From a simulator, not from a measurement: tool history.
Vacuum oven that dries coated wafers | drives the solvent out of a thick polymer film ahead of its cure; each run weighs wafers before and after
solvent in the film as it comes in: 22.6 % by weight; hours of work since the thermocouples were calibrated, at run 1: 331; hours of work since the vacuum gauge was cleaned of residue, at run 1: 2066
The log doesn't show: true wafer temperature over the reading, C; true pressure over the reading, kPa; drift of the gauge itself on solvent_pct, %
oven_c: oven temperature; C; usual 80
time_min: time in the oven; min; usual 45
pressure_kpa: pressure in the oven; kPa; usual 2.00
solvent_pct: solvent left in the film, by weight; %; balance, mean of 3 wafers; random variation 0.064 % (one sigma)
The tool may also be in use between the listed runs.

run    hour  oven_c  time_min  pressure_kpa  hours of work since the thermocouples were calibrated  hours of work since the vacuum gauge was cleaned of residue  solvent_pct
  1     0.0      80        45          2.00                                                    331                                                         2066         5.91
  2    65.2      80        45          2.00                                                    364                                                         2099         5.78
  3   151.9      80        45          2.00                                                    408                                                         2143         5.71
  4   251.9      80        45          2.00                                                    458                                                         2193         5.73
  5   311.7      80        45          2.00                                                    488                                                         2223         5.69
  6   388.6      80        45          2.00                                                    527                                                         2262         5.80
  7   500.3      80        45          2.00                                                    583                                                         2318         5.60
  8   556.7      80        45          2.00                                                    612                                                         2347         5.75
  9   606.0      79        29          3.67                                                    636                                                         2371         9.61
 10   706.8      88        45          2.00                                                    687                                                         2422         2.37
 11   798.9      89        55          1.44                                                    734                                                         2469         1.46
 12   887.0      80        75          2.00                                                    778                                                         2513         3.00
 13   954.1      80        75          2.00                                                    812                                                         2547         3.04
     1040.2  -- vacuum gauge cleaned of residue and calibrated
 14  1069.3      67        75          2.00                                                    869                                                           15         8.82
 15  1119.9      86        22          2.00                                                    895                                                           40         6.57
 16  1175.4      91        44          3.09                                                    923                                                           68         1.86

Forecast each of these 4 alternatives for the next run:
  A  1289.9      80        65          1.16                                                    981                                                          126            ?
  B  1289.9      91        44          1.05                                                    981                                                          126            ?
  C  1289.9      90        60          1.74                                                    981                                                          126            ?
  D  1289.9      70        44          3.09                                                    981                                                          126            ?

run  solvent_pct
  A         2.73
  B         1.21
  C         1.01
  D        10.90
Without the tool's hidden state the same runs would have given:
run  solvent_pct
  A         3.22
  B         1.45
  C         1.16
  D        11.57
